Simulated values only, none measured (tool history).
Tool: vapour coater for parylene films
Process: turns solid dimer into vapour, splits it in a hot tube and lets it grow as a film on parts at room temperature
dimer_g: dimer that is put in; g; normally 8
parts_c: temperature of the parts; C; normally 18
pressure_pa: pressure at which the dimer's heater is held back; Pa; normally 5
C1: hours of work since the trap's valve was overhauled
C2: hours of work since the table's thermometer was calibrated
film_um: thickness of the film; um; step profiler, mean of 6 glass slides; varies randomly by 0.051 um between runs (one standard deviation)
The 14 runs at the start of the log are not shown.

run 15 hour=398.7 | dimer_g=5 parts_c=18 pressure_pa=5 | C1=240 C2=405 | film_um=3.3
run 16 hour=433.1 | dimer_g=5 parts_c=15 pressure_pa=3.48 | C1=260 C2=426 | film_um=3.89
run 17 hour=466.7 | dimer_g=13 parts_c=15 pressure_pa=3.48 | C1=280 C2=446 | film_um=10.04
run 18 hour=490.8 | dimer_g=14 parts_c=18 pressure_pa=3.48 | C1=295 C2=460 | film_um=9.75
-- hour=511.4 trap's valve overhauled
run 19 hour=517.7 | dimer_g=11 parts_c=13 pressure_pa=4.29 | C1=4 C2=474 | film_um=9.66
run 20 hour=542.2 | dimer_g=4 parts_c=18 pressure_pa=8.62 | C1=18 C2=488 | film_um=2.58
run 21 hour=576.3 | dimer_g=4 parts_c=18 pressure_pa=7.41 | C1=38 C2=508 | film_um=2.67
run 22 hour=596.1 | dimer_g=3 parts_c=10 pressure_pa=5 | C1=50 C2=520 | film_um=2.89
run 23 hour=632.4 | dimer_g=10 parts_c=27 pressure_pa=5 | C1=72 C2=541 | film_um=4.9

What will run 24 give?
run 24 hour=651.9 | dimer_g=10 parts_c=10 pressure_pa=4.22 | C1=83 C2=553 | film_um=?

film_um: 9.76 um
Take away the tool's hidden state, keep the run-to-run variation as it was, and the same run would have given film_um 10.22 um.

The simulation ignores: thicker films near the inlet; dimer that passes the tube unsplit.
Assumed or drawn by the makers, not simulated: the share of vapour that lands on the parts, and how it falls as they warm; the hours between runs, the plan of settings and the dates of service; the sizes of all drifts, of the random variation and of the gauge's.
